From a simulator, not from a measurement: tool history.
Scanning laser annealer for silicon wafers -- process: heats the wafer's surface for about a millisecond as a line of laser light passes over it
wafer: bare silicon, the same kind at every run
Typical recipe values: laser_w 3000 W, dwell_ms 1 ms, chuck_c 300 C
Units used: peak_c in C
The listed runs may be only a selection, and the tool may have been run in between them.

| run | day | laser_w | dwell_ms | chuck_c | peak_c |
|---|---|---|---|---|---|
| 1 | 0 | 3000 | 1 | 300 | 1069 |
| 2 | 1.75 | 3000 | 1 | 300 | 1068 |
|  | 1.95 | window over the wafer cleaned |
| 3 | 3.342 | 3000 | 1 | 300 | 1095 |
| 4 | 4.554 | 3000 | 1 | 300 | 1094 |
| 5 | 5.75 | 3000 | 1 | 300 | 1092 |
| 6 | 7.529 | 3097 | 1 | 300 | 1119 |
| 7 | 9.604 | 3097 | 1 | 300 | 1118 |
| 8 | 11.396 | 3097 | 1 | 300 | 1115 |
| 9 | 12.638 | 3097 | 1 | 300 | 1111 |
| 10 | 14.712 | 2586 | 1 | 300 | 948 |
| 11 | 16.7 | 2586 | 1 | 300 | 950 |
| 12 | 18.438 | 2586 | 1 | 300 | 943 |
| 13 | 19.808 | 2586 | 1 | 300 | 943 |
| 14 | 20.992 | 2586 | 1 | 300 | 943 |
| 15 | 22.817 | 2586 | 1 | 300 | 937 |
| 16 | 23.954 | 2586 | 1 | 300 | 934 |
|  | 24.362 | optics aligned, line set to its width |
|  | 24.746 | window over the wafer cleaned |
| 17 | 26.2 | 3000 | 1 | 277 | 1072 |
| 18 | 27.75 | 3000 | 1 | 277 | 1071 |
| 19 | 29 | 2895 | 1 | 300 | 1058 |
| 20 | 30.45 | 2895 | 1 | 300 | 1056 |
| 21 | 32.579 | 3137 | 1 | 262 | 1093 |
| 22 | 34.033 | 3183 | 0.93 | 262 | 1078 |
| 23 | 35.983 | 2668 | 1.15 | 308 | 1037 |
| 24 | 37.196 | 3000 | 1.07 | 300 | 1104 |
| 25 | 38.992 | 2856 | 0.96 | 310 | 1028 |
| 26 | 40.696 | 2856 | 0.96 | 310 | 1026 |
| 27 | 42.196 | 2856 | 0.96 | 310 | 1025 |
| 28 | 43.117 | 2856 | 0.96 | 310 | 1024 |
| 29 | 44.75 | 2856 | 1.09 | 310 | 1064 |
| 30 | 46.008 | 3140 | 1.17 | 333 | 1207 |
| 31 | 47.121 | 2838 | 0.82 | 304 | 954 |
|  | 47.396 | window over the wafer cleaned |
| 32 | 48.962 | 2838 | 0.82 | 304 | 979 |
| 33 | 49.95 | 3199 | 1 | 319 | 1179 |
| 34 | 51.692 | 3199 | 0.81 | 319 | 1097 |
| 35 | 52.738 | 3004 | 1.24 | 280 | 1154 |
| 36 | 54.688 | 2680 | 1.14 | 280 | 1010 |
| 37 | 56.167 | 2986 | 0.76 | 300 | 986 |
| 38 | 57.158 | 2986 | 0.76 | 300 | 982 |
| 39 | 58.704 | 2717 | 1.03 | 321 | 1026 |
| 40 | 60.55 | 2896 | 1.1 | 304 | 1084 |

Predict each of these 3 candidate next runs independently; none follows another, all start after run 40:
| A | 61.838 | 2691 | 1.1 | 304 | ? |
| B | 61.838 | 3243 | 1.12 | 275 | ? |
| C | 61.838 | 2744 | 1.17 | 315 | ? |

| run | peak_c |
|---|---|
| A | 1013 |
| B | 1177 |
| C | 1066 |
Without the tool's hidden state the same runs would have given:
| run | peak_c |
|---|---|
| A | 1035 |
| B | 1204 |
| C | 1089 |
